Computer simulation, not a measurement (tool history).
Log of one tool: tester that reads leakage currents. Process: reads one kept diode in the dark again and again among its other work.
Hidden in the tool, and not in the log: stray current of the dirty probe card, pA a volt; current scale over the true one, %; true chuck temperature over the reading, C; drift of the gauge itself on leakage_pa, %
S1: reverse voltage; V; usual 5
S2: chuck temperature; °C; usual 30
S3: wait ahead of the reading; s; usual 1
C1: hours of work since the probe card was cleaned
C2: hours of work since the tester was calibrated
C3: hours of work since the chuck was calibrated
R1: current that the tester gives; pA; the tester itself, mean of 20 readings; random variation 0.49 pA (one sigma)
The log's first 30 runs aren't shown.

Run 31, hour 1852.5: usual settings but S1 3.41 V, S2 50 °C, S3 3.21 s; C1 665; C2 222; C3 962. Result: R1 727.47 pA.
Run 32, hour 1935.7: usual settings but S1 6.86 V, S2 39 °C; C1 717; C2 275; C3 1014. Result: R1 388.3 pA.
Run 33, hour 2010.1: usual settings but S1 6.86 V, S2 39 °C; C1 765; C2 323; C3 1062. Result: R1 388.94 pA.
Run 34, hour 2091.6: usual settings but S1 6.86 V, S2 33 °C; C1 817; C2 374; C3 1114. Result: R1 237.19 pA.
Run 35, hour 2156.8: usual settings but S1 1.81 V, S2 37 °C, S3 2.31 s; C1 858; C2 416; C3 1155. Result: R1 208.3 pA.
Run 36, hour 2212.8: usual settings but S2 56 °C; C1 894; C2 452; C3 1191. Result: R1 1287.77 pA.
Run 37, hour 2293.8: usual settings but S1 2.66 V, S2 22 °C, S3 0.62 s; C1 945; C2 503; C3 1242. Result: R1 65.25 pA.
Run 38, hour 2345.2: usual settings but S1 2.5 V, S2 41 °C, S3 4.71 s; C1 978; C2 536; C3 1275. Result: R1 322.11 pA.
Run 39, hour 2384.9: usual settings but S1 9.05 V, S2 46 °C, S3 1.02 s; C1 1003; C2 561; C3 1300. Result: R1 744.16 pA.
Run 40, hour 2447.5: usual settings but S1 9.05 V, S2 46 °C, S3 1.02 s; C1 1043; C2 601; C3 1340. Result: R1 745.04 pA.

Forecast each of these 3 alternatives for the next run:
Run A, hour 2510.3: usual settings but S1 9.05 V, S2 39 °C, S3 7.75 s; C1 1083; C2 641; C3 1380. Result: R1 ?.
Run B, hour 2510.3: usual settings but S1 3.23 V, S2 27 °C; C1 1083; C2 641; C3 1380. Result: R1 ?.
Run C, hour 2510.3: usual settings but S1 5.69 V, S2 24 °C, S3 6.18 s; C1 1083; C2 641; C3 1380. Result: R1 ?.

run      R1
  A  426.67
  B  108.69
  C  101.38
Without the tool's hidden state the same runs would have given:
run      R1
  A  426.18
  B  108.55
  C  101.24

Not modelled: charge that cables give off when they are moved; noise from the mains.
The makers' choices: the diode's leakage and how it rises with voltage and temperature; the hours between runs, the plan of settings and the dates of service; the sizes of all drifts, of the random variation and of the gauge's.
